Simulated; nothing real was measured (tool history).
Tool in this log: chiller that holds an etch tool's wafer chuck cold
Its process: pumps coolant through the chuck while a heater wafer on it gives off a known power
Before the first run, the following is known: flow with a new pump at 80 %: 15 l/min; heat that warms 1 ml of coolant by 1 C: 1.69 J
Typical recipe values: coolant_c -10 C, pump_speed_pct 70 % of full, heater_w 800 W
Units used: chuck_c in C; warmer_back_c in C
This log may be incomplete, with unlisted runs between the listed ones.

| run | hour | coolant_c | pump_speed_pct | heater_w | chuck_c | warmer_back_c |
|---|---|---|---|---|---|---|
| 1 | 0.0 | -10 | 70 | 800 | -0.1 | 2.24 |
| 2 | 102.0 | -10 | 70 | 800 | -0.6 | 2.20 |
| 3 | 209.3 | -19 | 70 | 800 | -9.4 | 2.13 |
|  | 283.3 | chiller's thermometer calibrated |
| 4 | 338.1 | -19 | 70 | 800 | -9.1 | 2.19 |
| 5 | 445.5 | -19 | 70 | 800 | -9.2 | 2.07 |
| 6 | 623.2 | -19 | 70 | 800 | -9.3 | 2.11 |
| 7 | 791.7 | -19 | 70 | 800 | -9.2 | 2.11 |
| 8 | 961.1 | -10 | 70 | 653 | -2.0 | 1.70 |
| 9 | 1128.4 | -10 | 70 | 653 | -2.0 | 1.69 |
| 10 | 1203.6 | -10 | 70 | 653 | -2.0 | 1.68 |
| 11 | 1308.1 | -10 | 70 | 653 | -1.9 | 1.56 |
| 12 | 1397.6 | -10 | 70 | 653 | -2.1 | 1.66 |
| 13 | 1474.8 | -10 | 70 | 800 | -0.1 | 2.00 |
| 14 | 1598.4 | -10 | 70 | 800 | -0.2 | 1.98 |
| 15 | 1760.8 | -10 | 74 | 800 | -0.7 | 1.87 |
| 16 | 1930.3 | -17 | 70 | 800 | -7.2 | 1.95 |
| 17 | 2062.9 | -8 | 81 | 800 | 0.7 | 1.67 |
| 18 | 2188.0 | -10 | 70 | 786 | -0.4 | 1.94 |
| 19 | 2308.1 | -10 | 70 | 786 | -0.5 | 1.94 |
| 20 | 2408.7 | -11 | 70 | 627 | -3.4 | 1.48 |
| 21 | 2573.4 | -11 | 92 | 627 | -4.7 | 0.99 |
| 22 | 2687.6 | -18 | 61 | 758 | -7.7 | 2.05 |
| 23 | 2824.4 | -18 | 97 | 800 | -10.4 | 1.25 |
| 24 | 2955.5 | -18 | 97 | 800 | -10.3 | 1.17 |
| 25 | 3124.1 | -6 | 60 | 834 | 5.5 | 2.30 |
| 26 | 3257.8 | -17 | 74 | 402 | -12.2 | 0.63 |
| 27 | 3363.8 | -17 | 74 | 402 | -12.3 | 0.66 |
|  | 3452.4 | coolant changed, channels flushed |
| 28 | 3514.4 | -17 | 74 | 402 | -12.3 | 0.67 |
| 29 | 3600.0 | -12 | 66 | 402 | -6.8 | 0.78 |
| 30 | 3712.8 | -13 | 64 | 1121 | 1.7 | 2.98 |
|  | 3769.5 | gauge calibrated |
|  | 3853.6 | chiller's thermometer calibrated |
| 31 | 3884.5 | -13 | 64 | 1121 | 1.7 | 3.44 |

Forecast each of these 3 alternatives for the next run:
| A | 4026.8 | -11 | 81 | 869 | ? | ? |
| B | 4026.8 | -10 | 92 | 800 | ? | ? |
| C | 4026.8 | -8 | 70 | 800 | ? | ? |

| run | chuck_c | warmer_back_c |
|---|---|---|
| A | -1.6 | 2.02 |
| B | -2.1 | 1.61 |
| C | 1.9 | 2.11 |
Take away the tool's hidden state, keep each run's random variation, and the runs would have read:
| run | chuck_c | warmer_back_c |
|---|---|---|
| A | -1.6 | 2.04 |
| B | -2.2 | 1.63 |
| C | 1.9 | 2.13 |

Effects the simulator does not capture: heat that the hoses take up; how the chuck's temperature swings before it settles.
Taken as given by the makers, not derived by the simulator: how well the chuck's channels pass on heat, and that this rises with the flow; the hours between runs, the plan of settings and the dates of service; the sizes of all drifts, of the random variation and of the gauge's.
